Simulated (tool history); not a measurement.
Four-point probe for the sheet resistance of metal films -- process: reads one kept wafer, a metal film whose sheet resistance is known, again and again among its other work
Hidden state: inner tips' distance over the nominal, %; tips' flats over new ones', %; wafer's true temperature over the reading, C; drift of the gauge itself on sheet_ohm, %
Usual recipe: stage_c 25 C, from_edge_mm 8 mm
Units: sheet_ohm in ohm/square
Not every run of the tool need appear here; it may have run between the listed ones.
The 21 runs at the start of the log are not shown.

run   hour  stage_c  from_edge_mm  touches since the probe head was changed  hours of work since the stage's thermometer was calibrated  sheet_ohm
 22  486.5       26            25                                     50524                                                         492   0.598052
 23  508.5       19            33                                     51201                                                         507    0.59615
 24  525.5       18             8                                     51721                                                         519   0.597897
 25  550.6       28             9                                     52494                                                         536   0.599897
 26  570.5       32             5                                     53105                                                         550   0.604622
 27  597.4       29             8                                     53931                                                         568   0.600582
 28  623.8       28             7                                     54744                                                         587   0.601167
 29  648.2       21            34                                     55491                                                         603   0.596991
 30  665.3       18            18                                     56017                                                         615    0.59618
 31  678.8       18            18                                     56433                                                         625    0.59637
 32  698.5       18            18                                     57037                                                         638   0.596033
 33  720.9       21            38                                     57726                                                         654   0.596754
 34  733.2       19             6                                     58103                                                         662    0.59989
 35  750.7       19             6                                     58642                                                         674   0.599602

Branching from run 35: 5 alternative next runs. What would each branch give?
  A  768.1       25            68                                     59176                                                         686          ?
  B  768.1       26            20                                     59176                                                         686          ?
  C  768.1       30            54                                     59176                                                         686          ?
  D  768.1       28            26                                     59176                                                         686          ?
  E  768.1       24             6                                     59176                                                         686          ?

run  sheet_ohm
  A   0.597857
  B   0.598223
  C    0.59911
  D   0.598679
  E    0.60104
Stripped of hidden state, with their random variation kept, the same runs would have yielded:
run  sheet_ohm
  A   0.599144
  B   0.599509
  C   0.600395
  D   0.599964
  E   0.602334
